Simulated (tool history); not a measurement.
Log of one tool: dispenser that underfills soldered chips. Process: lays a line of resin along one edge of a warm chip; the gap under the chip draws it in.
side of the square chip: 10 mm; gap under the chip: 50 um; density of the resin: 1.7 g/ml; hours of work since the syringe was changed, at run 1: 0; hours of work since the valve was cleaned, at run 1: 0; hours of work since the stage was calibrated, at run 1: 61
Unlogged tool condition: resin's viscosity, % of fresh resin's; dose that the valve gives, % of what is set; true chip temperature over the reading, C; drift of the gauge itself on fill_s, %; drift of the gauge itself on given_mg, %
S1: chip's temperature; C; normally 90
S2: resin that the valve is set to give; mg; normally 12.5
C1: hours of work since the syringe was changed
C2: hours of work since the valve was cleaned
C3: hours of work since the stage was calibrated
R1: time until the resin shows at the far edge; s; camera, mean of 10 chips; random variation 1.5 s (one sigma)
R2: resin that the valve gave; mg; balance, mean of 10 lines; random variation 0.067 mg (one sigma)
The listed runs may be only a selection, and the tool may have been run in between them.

Run 1, day 0.000: usual settings; C1 0; C2 0; C3 61. Result: R1 149.2 s, R2 12.50 mg.
Run 2, day 0.225: usual settings; C1 4; C2 4; C3 64. Result: R1 187.7 s, R2 12.52 mg.
At day 0.383: new syringe of resin.
Run 3, day 0.429: usual settings; C1 1; C2 7; C3 67. Result: R1 159.4 s, R2 12.40 mg.
Run 4, day 0.688: usual settings but S1 81 C; C1 5; C2 11; C3 71. Result: R1 289.0 s, R2 12.40 mg.
At day 0.775: new syringe of resin.
Run 5, day 0.992: usual settings but S1 81 C; C1 3; C2 15; C3 76. Result: R1 256.1 s, R2 12.28 mg.
At day 1.175: new syringe of resin.
Run 6, day 1.271: usual settings but S1 81 C; C1 2; C2 20; C3 80. Result: R1 230.1 s, R2 12.20 mg.
Run 7, day 1.438: usual settings but S2 14.5 mg; C1 4; C2 22; C3 83. Result: R1 186.9 s, R2 14.11 mg.
At day 1.579: new syringe of resin.
Run 8, day 1.708: usual settings but S2 14.5 mg; C1 2; C2 27; C3 87. Result: R1 161.3 s, R2 14.23 mg.
At day 1.967: new syringe of resin.
Run 9, day 2.079: usual settings but S2 15.2 mg; C1 2; C2 32; C3 93. Result: R1 156.5 s, R2 14.73 mg.
Run 10, day 2.283: usual settings but S1 83 C; C1 5; C2 36; C3 96. Result: R1 264.3 s, R2 11.99 mg.
At day 2.354: new syringe of resin.
Run 11, day 2.467: usual settings but S1 83 C; C1 2; C2 38; C3 99. Result: R1 219.4 s, R2 11.99 mg.
Run 12, day 2.696: usual settings but S1 83 C; C1 5; C2 42; C3 103. Result: R1 274.0 s, R2 12.06 mg.
At day 2.746: new syringe of resin.
Run 13, day 2.933: usual settings but S1 83 C; C1 3; C2 46; C3 106. Result: R1 234.3 s, R2 11.95 mg.
At day 3.129: new syringe of resin.
Run 14, day 3.167: usual settings but S2 11.7 mg; C1 1; C2 49; C3 110. Result: R1 155.7 s, R2 11.11 mg.
At day 3.504: new syringe of resin.
Run 15, day 3.508: usual settings but S2 11.7 mg; C1 0; C2 54; C3 115. Result: R1 145.7 s, R2 11.01 mg.
Run 16, day 3.662: usual settings but S2 13.9 mg; C1 3; C2 57; C3 117. Result: R1 163.6 s, R2 13.12 mg.
At day 3.904: new syringe of resin.
Run 17, day 3.912: usual settings but S2 10.9 mg; C1 0; C2 61; C3 121. Result: R1 153.1 s, R2 10.20 mg.
Run 18, day 4.146: usual settings; C1 4; C2 64; C3 125. Result: R1 181.3 s, R2 11.65 mg.
At day 4.308: new syringe of resin.
Run 19, day 4.446: usual settings; C1 2; C2 69; C3 130. Result: R1 167.5 s, R2 11.65 mg.
Run 20, day 4.638: usual settings but S1 104 C, S2 14.7 mg; C1 5; C2 72; C3 133. Result: R1 116.9 s, R2 13.65 mg.
At day 4.704: new syringe of resin.
Run 21, day 4.967: usual settings but S2 14.3 mg; C1 4; C2 77; C3 138. Result: R1 182.3 s, R2 13.19 mg.
At day 5.100: new syringe of resin.
Run 22, day 5.333: usual settings but S1 86 C, S2 15.1 mg; C1 4; C2 83; C3 143. Result: R1 202.6 s, R2 13.89 mg.
At day 5.492: new syringe of resin.
Run 23, day 5.517: usual settings but S1 98 C; C1 0; C2 86; C3 146. Result: R1 109.7 s, R2 11.45 mg.
Run 24, day 5.842: usual settings but S1 105 C, S2 14.1 mg; C1 6; C2 91; C3 151. Result: R1 113.2 s, R2 12.85 mg.
At day 5.879: new syringe of resin.
Run 25, day 6.012: usual settings but S2 11.8 mg; C1 2; C2 93; C3 154. Result: R1 170.5 s, R2 10.67 mg.
At day 6.258: new syringe of resin.
Run 26, day 6.308: usual settings but S1 87 C, S2 15.0 mg; C1 1; C2 98; C3 158. Result: R1 166.3 s, R2 13.60 mg.
At day 6.654: new syringe of resin.
Run 27, day 6.688: usual settings but S1 81 C, S2 11.4 mg; C1 0; C2 104; C3 164. Result: R1 220.4 s, R2 10.29 mg.
Run 28, day 6.967: usual settings but S1 81 C, S2 11.4 mg; C1 5; C2 108; C3 169. Result: R1 297.8 s, R2 10.21 mg.
At day 7.042: new syringe of resin.
Run 29, day 7.196: usual settings but S1 81 C, S2 11.4 mg; C1 2; C2 112; C3 172. Result: R1 256.1 s, R2 10.04 mg.
At day 7.421: new syringe of resin.
At day 7.479: dispensing valve cleaned and set on the balance.
Run 30, day 7.529: usual settings but S1 85 C, S2 12.7 mg; C1 1; C2 1; C3 177. Result: R1 185.0 s, R2 12.58 mg.
Run 31, day 7.742: usual settings but S1 85 C, S2 12.7 mg; C1 4; C2 4; C3 180. Result: R1 223.7 s, R2 12.53 mg.
At day 7.850: new syringe of resin.
Run 32, day 7.912: usual settings but S1 85 C, S2 12.7 mg; C1 1; C2 7; C3 183. Result: R1 186.5 s, R2 12.59 mg.
Run 33, day 8.192: usual settings but S1 100 C, S2 14.5 mg; C1 5; C2 11; C3 187. Result: R1 136.7 s, R2 14.32 mg.
At day 8.225: new syringe of resin.
Run 34, day 8.379: usual settings but S1 91 C, S2 13.9 mg; C1 2; C2 14; C3 190. Result: R1 153.6 s, R2 13.58 mg.
At day 8.629: new syringe of resin.
Run 35, day 8.712: usual settings but S1 79 C, S2 14.3 mg; C1 1; C2 19; C3 195. Result: R1 237.2 s, R2 13.95 mg.

Below are 4 alternative next runs, each starting from the tool's condition after run 35. Predict each:
Run A, day 8.871: usual settings but S1 78 C; C1 4; C2 22; C3 198. Result: R1 ?, R2 ?.
Run B, day 8.871: usual settings but S1 78 C, S2 15.3 mg; C1 4; C2 22; C3 198. Result: R1 ?, R2 ?.
Run C, day 8.871: usual settings but S1 103 C, S2 13.8 mg; C1 4; C2 22; C3 198. Result: R1 ?, R2 ?.
Run D, day 8.871: usual settings but S1 104 C, S2 13.2 mg; C1 4; C2 22; C3 198. Result: R1 ?, R2 ?.

run     R1     R2
  A  296.1  12.14
  B  286.9  14.95
  C  107.3  13.47
  D  103.8  12.90
Had the tool no hidden state, the same runs would have come out as:
run     R1     R2
  A  247.8  12.44
  B  240.8  15.31
  C   89.0  13.80
  D   86.1  13.21
